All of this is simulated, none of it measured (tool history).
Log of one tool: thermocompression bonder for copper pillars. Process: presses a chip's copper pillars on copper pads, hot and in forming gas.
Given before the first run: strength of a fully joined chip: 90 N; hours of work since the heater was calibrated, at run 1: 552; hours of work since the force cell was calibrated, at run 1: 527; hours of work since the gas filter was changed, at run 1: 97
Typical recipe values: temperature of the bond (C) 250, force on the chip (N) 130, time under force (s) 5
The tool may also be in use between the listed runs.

| run | day | temperature of the bond (C) | force on the chip (N) | time under force (s) | hours of work since the heater was calibrated | hours of work since the force cell was calibrated | hours of work since the gas filter was changed | force that shears a chip off (N) |
|---|---|---|---|---|---|---|---|---|
| 1 | 0 | 250 | 130 | 5 | 552 | 527 | 97 | 38.3 |
|  | 0.462 | heater calibrated with a thermocouple chip |
|  | 0.483 | forming gas filter changed |
| 2 | 0.646 | 250 | 130 | 5 | 3 | 537 | 3 | 42.1 |
| 3 | 1.267 | 250 | 114 | 5 | 14 | 548 | 14 | 37.1 |
| 4 | 2.571 | 250 | 114 | 5 | 38 | 572 | 38 | 37.1 |
| 5 | 3.654 | 250 | 130 | 9 | 58 | 592 | 58 | 49.4 |
| 6 | 4.962 | 250 | 130 | 9 | 82 | 616 | 82 | 49 |
| 7 | 5.921 | 250 | 130 | 9 | 100 | 633 | 100 | 49.2 |
|  | 6.167 | forming gas filter changed |
| 8 | 7.012 | 250 | 130 | 5 | 119 | 653 | 16 | 41.1 |
| 9 | 8.275 | 250 | 130 | 5 | 143 | 676 | 39 | 39.2 |
| 10 | 8.812 | 250 | 130 | 5 | 152 | 686 | 49 | 40.7 |
| 11 | 10 | 250 | 130 | 5 | 174 | 708 | 70 | 39.5 |
| 12 | 11.246 | 250 | 130 | 7 | 197 | 731 | 93 | 43.8 |
| 13 | 11.8 | 250 | 130 | 5 | 207 | 741 | 103 | 39.1 |
|  | 11.921 | forming gas filter changed |
| 14 | 12.9 | 250 | 130 | 5 | 227 | 761 | 18 | 40.5 |
| 15 | 13.908 | 250 | 130 | 3 | 246 | 779 | 37 | 32.4 |
| 16 | 14.979 | 250 | 130 | 5 | 265 | 799 | 56 | 39.8 |
| 17 | 15.579 | 250 | 130 | 5 | 276 | 810 | 67 | 38.8 |
| 18 | 16.646 | 250 | 130 | 5 | 296 | 829 | 87 | 39.1 |
| 19 | 17.521 | 250 | 130 | 5 | 312 | 845 | 103 | 37.7 |
|  | 17.658 | forming gas filter changed |
| 20 | 18.258 | 230 | 116 | 5 | 325 | 859 | 11 | 24.5 |
| 21 | 19.246 | 249 | 130 | 5 | 343 | 877 | 29 | 38.1 |
| 22 | 20.304 | 235 | 101 | 13 | 362 | 896 | 49 | 35.9 |
| 23 | 21.554 | 235 | 101 | 13 | 385 | 919 | 71 | 33.5 |
| 24 | 22.604 | 264 | 101 | 13 | 405 | 938 | 91 | 54.8 |
|  | 23.417 | forming gas filter changed |
| 25 | 23.567 | 264 | 101 | 13 | 422 | 955 | 3 | 54.6 |
| 26 | 24.733 | 250 | 130 | 8 | 443 | 977 | 24 | 44.7 |
| 27 | 25.596 | 250 | 130 | 8 | 459 | 993 | 40 | 44.9 |
| 28 | 26.392 | 237 | 87 | 8 | 474 | 1007 | 55 | 26.4 |
| 29 | 27.217 | 268 | 134 | 8 | 489 | 1022 | 70 | 57.9 |
| 30 | 28.317 | 258 | 130 | 11 | 509 | 1043 | 90 | 54.6 |
|  | 29.138 | forming gas filter changed |
| 31 | 29.604 | 247 | 181 | 4 | 532 | 1066 | 9 | 42 |
| 32 | 30.308 | 271 | 112 | 5 | 545 | 1079 | 21 | 46.7 |
|  | 31.158 | heater calibrated with a thermocouple chip |
| 33 | 31.188 | 274 | 130 | 8 | 1 | 1093 | 36 | 64.2 |
| 34 | 32.221 | 240 | 192 | 7 | 20 | 1112 | 55 | 51.9 |
| 35 | 33.317 | 236 | 161 | 13 | 40 | 1132 | 75 | 52.2 |
|  | 34.125 | force cell calibrated |
| 36 | 34.538 | 236 | 161 | 13 | 61 | 8 | 96 | 53.1 |
|  | 34.95 | forming gas filter changed |
| 37 | 35.25 | 264 | 154 | 3 | 74 | 20 | 5 | 48.4 |
| 38 | 36.371 | 239 | 187 | 11 | 94 | 41 | 26 | 57.1 |

Hidden state at the last listed run before each entry between runs and at the first one after, where it differs:
In the gap between runs 1 and 2: heater calibrated with a thermocouple chip (day 0.462); forming gas filter changed (day 0.483)
  true temperature of the bond over the reading, C: -5 -> -1.1; oxide that the forming gas leaves, % of the face: 2.92 -> 0.62
  measured minus no-state result, force that shears a chip off (N): -4.9 -> -1.5
In the gap between runs 7 and 8: forming gas filter changed (day 6.167)
  true temperature of the bond over the reading, C: -2.1 -> -2.3; oxide that the forming gas leaves, % of the face: 3.08 -> 0.93
  measured minus no-state result, force that shears a chip off (N): -3.6 -> -2.5
In the gap between runs 13 and 14: forming gas filter changed (day 11.921)
  true temperature of the bond over the reading, C: -3.1 -> -3.3; oxide that the forming gas leaves, % of the face: 3.19 -> 1.09
  measured minus no-state result, force that shears a chip off (N): -4 -> -3.4
In the gap between runs 19 and 20: forming gas filter changed (day 17.658)
  true temperature of the bond over the reading, C: -4.1 -> -4.3; force that reaches the chip, % of what is set: 96.6 -> 96.5; oxide that the forming gas leaves, % of the face: 3.35 -> 0.84
  measured minus no-state result, force that shears a chip off (N): -4.8 -> -3.1
In the gap between runs 24 and 25: forming gas filter changed (day 23.417)
  true temperature of the bond over the reading, C: -5 -> -5.2; force that reaches the chip, % of what is set: 96.3 -> 96.2; oxide that the forming gas leaves, % of the face: 2.81 -> 0.61
  measured minus no-state result, force that shears a chip off (N): -6 -> -4.8
In the gap between runs 30 and 31: forming gas filter changed (day 29.138)
  true temperature of the bond over the reading, C: -6 -> -6.2; force that reaches the chip, % of what is set: 95.9 -> 95.8; oxide that the forming gas leaves, % of the face: 2.75 -> 0.85
  measured minus no-state result, force that shears a chip off (N): -6.7 -> -5.6
In the gap between runs 32 and 33: heater calibrated with a thermocouple chip (day 31.158)
  true temperature of the bond over the reading, C: -6.3 -> -0.4; force that reaches the chip, % of what is set: 95.8 -> 95.7; oxide that the forming gas leaves, % of the face: 1.19 -> 1.59
  measured minus no-state result, force that shears a chip off (N): -5.8 -> -2.4
In the gap between runs 35 and 36: force cell calibrated (day 34.125)
  true temperature of the bond over the reading, C: -0.8 -> -0.9; force that reaches the chip, % of what is set: 95.6 -> 99.5; oxide that the forming gas leaves, % of the face: 2.52 -> 3.05
  measured minus no-state result, force that shears a chip off (N): -3.1 -> -2.2
In the gap between runs 36 and 37: forming gas filter changed (day 34.95)
  true temperature of the bond over the reading, C: -0.9 -> -1.1; force that reaches the chip, % of what is set: 99.5 -> 99.4; oxide that the forming gas leaves, % of the face: 3.05 -> 0.68
  measured minus no-state result, force that shears a chip off (N): -2.2 -> -1
